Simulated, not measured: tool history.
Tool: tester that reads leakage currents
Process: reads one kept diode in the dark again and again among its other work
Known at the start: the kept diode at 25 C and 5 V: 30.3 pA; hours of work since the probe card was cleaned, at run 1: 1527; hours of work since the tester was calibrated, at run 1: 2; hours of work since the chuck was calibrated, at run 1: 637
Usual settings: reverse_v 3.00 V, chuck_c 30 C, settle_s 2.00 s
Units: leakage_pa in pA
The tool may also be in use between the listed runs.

run    hour  reverse_v  chuck_c  settle_s  hours of work since the probe card was cleaned  hours of work since the tester was calibrated  hours of work since the chuck was calibrated  leakage_pa
  1     0.0       3.00       30      2.00                                            1527                                              2                                           637       43.58
  2   134.6       3.00       30      2.00                                            1619                                             94                                           730       44.54
  3   215.7       3.00       30      2.00                                            1674                                            150                                           785       45.11
  4   307.2       3.00       30      2.00                                            1737                                            212                                           848       45.53
  5   426.2       3.00       30      2.00                                            1818                                            294                                           929       45.67
  6   564.8       3.00       30      2.00                                            1913                                            389                                          1024       46.60
      573.5  -- tester calibrated
  7   677.9       3.00       32      2.00                                            1989                                             71                                          1100       54.04
  8   743.2       5.34       32      0.39                                            2034                                            116                                          1144       73.07
      773.2  -- tester calibrated, once more
  9   843.0      14.76       24      0.39                                            2101                                             48                                          1211       81.87
 10   921.9       1.15       30      1.73                                            2154                                            102                                          1265       31.79
      997.1  -- chuck's temperature calibrated
 11  1003.9       1.15       30      1.73                                            2209                                            156                                             5       27.64
 12  1084.2      12.79       30      7.17                                            2264                                            211                                            60       88.73
 13  1171.8      11.81       59      9.31                                            2324                                            271                                           120      554.55
 14  1254.1       3.11       23      0.91                                            2380                                            328                                           176       28.31

Forecast each of these 4 alternatives for the next run:
  A  1326.5       6.74       32      0.55                                            2430                                            377                                           225           ?
  B  1326.5       1.04       32      2.00                                            2430                                            377                                           225           ?
  C  1326.5       3.00       30      0.51                                            2430                                            377                                           225           ?
  D  1326.5       3.00       56      2.00                                            2430                                            377                                           225           ?

run  leakage_pa
  A       76.79
  B       31.84
  C       45.07
  D      266.93
Without the tool's hidden state the same runs would have given:
run  leakage_pa
  A       63.04
  B       29.32
  C       38.75
  D      257.05
